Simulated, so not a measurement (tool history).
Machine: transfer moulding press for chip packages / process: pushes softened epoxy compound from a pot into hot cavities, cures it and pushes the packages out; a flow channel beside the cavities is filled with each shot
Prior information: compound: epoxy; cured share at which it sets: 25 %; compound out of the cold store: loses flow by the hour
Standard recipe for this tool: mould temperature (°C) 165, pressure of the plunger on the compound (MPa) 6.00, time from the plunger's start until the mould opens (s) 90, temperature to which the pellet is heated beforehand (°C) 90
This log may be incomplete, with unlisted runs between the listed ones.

| run | day | mould temperature (°C) | pressure of the plunger on the compound (MPa) | time from the plunger's start until the mould opens (s) | temperature to which the pellet is heated beforehand (°C) | incoming compound's hours out of the cold store | length that the compound runs in the flow channel (mm) | greatest force on the pins that push the packages out (N) |
|---|---|---|---|---|---|---|---|---|
| 1 | 0.000 | 165 | 6.00 | 90 | 90 | 45.3 | 734 | 399 |
| 2 | 0.621 | 165 | 6.00 | 90 | 90 | 12.3 | 834 | 424 |
| 3 | 1.204 | 165 | 6.00 | 90 | 90 | 32.9 | 759 | 415 |
| 4 | 2.333 | 165 | 6.00 | 90 | 90 | 29.9 | 773 | 414 |
| 5 | 3.108 | 165 | 6.00 | 90 | 90 | 11.9 | 837 | 427 |
| 6 | 3.954 | 165 | 6.00 | 90 | 90 | 42.0 | 739 | 399 |
|  | 4.208 | cavities cleaned with cleaning compound and waxed |
| 7 | 5.008 | 165 | 6.00 | 90 | 90 | 20.3 | 801 | 428 |
| 8 | 5.767 | 165 | 6.00 | 90 | 90 | 12.1 | 829 | 420 |
| 9 | 6.492 | 165 | 6.00 | 94 | 90 | 11.8 | 837 | 412 |
| 10 | 6.954 | 165 | 6.00 | 94 | 90 | 30.0 | 776 | 400 |
| 11 | 8.096 | 165 | 6.00 | 94 | 90 | 23.7 | 795 | 387 |
|  | 8.438 | cavities cleaned with cleaning compound and waxed |
| 12 | 8.988 | 165 | 6.00 | 94 | 90 | 44.4 | 719 | 391 |
| 13 | 9.950 | 165 | 6.00 | 94 | 90 | 34.2 | 761 | 376 |
| 14 | 10.638 | 165 | 6.00 | 90 | 90 | 44.1 | 720 | 401 |
| 15 | 11.592 | 168 | 4.99 | 109 | 100 | 41.6 | 662 | 348 |
| 16 | 12.188 | 165 | 6.00 | 90 | 87 | 24.5 | 801 | 423 |
|  | 12.667 | cavities cleaned with cleaning compound and waxed |
|  | 13.371 | plunger's sealing rings changed |
| 17 | 13.450 | 165 | 6.00 | 90 | 87 | 43.6 | 743 | 418 |
| 18 | 14.267 | 167 | 6.00 | 90 | 87 | 10.0 | 850 | 390 |
| 19 | 15.038 | 165 | 6.90 | 90 | 94 | 19.0 | 878 | 415 |
| 20 | 16.067 | 171 | 6.90 | 90 | 100 | 40.8 | 774 | 340 |
|  | 16.925 | cavities cleaned with cleaning compound and waxed |
| 21 | 17.008 | 171 | 6.90 | 90 | 100 | 34.9 | 804 | 333 |
| 22 | 17.833 | 171 | 6.90 | 90 | 100 | 41.9 | 772 | 350 |
| 23 | 18.708 | 161 | 7.12 | 91 | 86 | 19.2 | 904 | 539 |
| 24 | 19.575 | 165 | 6.00 | 92 | 82 | 21.9 | 792 | 395 |
| 25 | 20.538 | 165 | 6.00 | 90 | 95 | 44.2 | 722 | 406 |
|  | 21.088 | cavities cleaned with cleaning compound and waxed |
| 26 | 21.588 | 167 | 5.45 | 114 | 95 | 29.7 | 730 | 339 |
| 27 | 22.129 | 167 | 5.45 | 114 | 95 | 15.4 | 779 | 341 |
| 28 | 22.783 | 158 | 5.39 | 93 | 100 | 13.4 | 828 | 659 |

5 options for the next run, each taken on its own from the tool as it stands now. Forecast them:
| A | 23.796 | 158 | 5.39 | 93 | 83 | 23.3 | ? | ? |
| B | 23.796 | 167 | 6.00 | 112 | 88 | 16.9 | ? | ? |
| C | 23.796 | 165 | 7.31 | 90 | 90 | 28.2 | ? | ? |
| D | 23.796 | 165 | 6.00 | 80 | 82 | 18.4 | ? | ? |
| E | 23.796 | 169 | 6.00 | 71 | 81 | 38.2 | ? | ? |

| run | length that the compound runs in the flow channel (mm) | greatest force on the pins that push the packages out (N) |
|---|---|---|
| A | 795 | 627 |
| B | 821 | 340 |
| C | 862 | 423 |
| D | 814 | 514 |
| E | 741 | 481 |
What these runs would have given with no unlogged condition in the tool:
| run | length that the compound runs in the flow channel (mm) | greatest force on the pins that push the packages out (N) |
|---|---|---|
| A | 795 | 623 |
| B | 822 | 339 |
| C | 862 | 420 |
| D | 814 | 511 |
| E | 741 | 478 |
